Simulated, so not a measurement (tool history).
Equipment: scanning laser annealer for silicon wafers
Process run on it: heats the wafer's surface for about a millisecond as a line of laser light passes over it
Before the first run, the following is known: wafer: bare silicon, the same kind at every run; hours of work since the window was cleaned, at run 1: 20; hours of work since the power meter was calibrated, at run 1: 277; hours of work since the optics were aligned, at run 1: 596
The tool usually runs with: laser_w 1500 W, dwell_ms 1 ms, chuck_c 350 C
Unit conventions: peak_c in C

run,day,laser_w,dwell_ms,chuck_c,hours of work since the window was cleaned,hours of work since the power meter was calibrated,hours of work since the optics were aligned,peak_c
1,0,1500,1,350,20,277,596,1181
2,2.258,1500,1,350,48,304,624,1180
3,4.417,1500,1,366,74,331,650,1193
4,6.658,1500,1,350,102,358,678,1170
5,9.046,1500,1,350,131,387,707,1172
6,12.183,1500,1,350,169,426,745,1172
7,15.862,1500,1,350,215,471,790,1172
8,19.496,1314,1,350,259,515,835,1047
9,21.742,1500,1,350,287,543,862,1165
10,24.625,1500,1,350,322,578,898,1161
11,28.588,1500,1,350,371,627,946,1162
12,31.888,1500,1,350,411,667,987,1161
13,33.679,1358,1,350,433,689,1009,1064
14,37.258,1358,1,350,477,733,1053,1067
# day 38.85: window over the wafer cleaned
15,39.275,1500,1.17,366,5,757,1076,1251
16,42.271,1572,0.75,366,42,794,1113,1124
17,46.008,1572,0.75,366,88,839,1159,1122
18,49.538,1513,1.03,350,131,883,1202,1187
# day 51.425: optics aligned, line set to its width
19,51.971,1528,0.74,315,158,910,7,1043
20,55.583,1406,0.84,315,203,954,51,1014
21,58.421,1544,0.85,357,237,989,86,1140
22,60.275,1500,1,340,260,1012,108,1157
23,62.575,1500,0.89,340,288,1040,137,1112
24,65.9,1614,0.89,346,329,1081,177,1184
25,68.471,1614,0.89,346,360,1112,209,1183

Each row is a separate what-if for the run after 25, all from the same tool condition, not one after another. Results?
A,70.908,1514,0.91,338,390,1142,239,?
B,70.908,1290,1.19,350,390,1142,239,?
C,70.908,1614,0.89,315,390,1142,239,?
D,70.908,1614,0.89,380,390,1142,239,?
E,70.908,1500,0.79,350,390,1142,239,?

run,peak_c
A,1124
B,1085
C,1151
D,1217
E,1076
What these runs would have given with no unlogged condition in the tool:
run,peak_c
A,1151
B,1110
C,1179
D,1245
E,1101

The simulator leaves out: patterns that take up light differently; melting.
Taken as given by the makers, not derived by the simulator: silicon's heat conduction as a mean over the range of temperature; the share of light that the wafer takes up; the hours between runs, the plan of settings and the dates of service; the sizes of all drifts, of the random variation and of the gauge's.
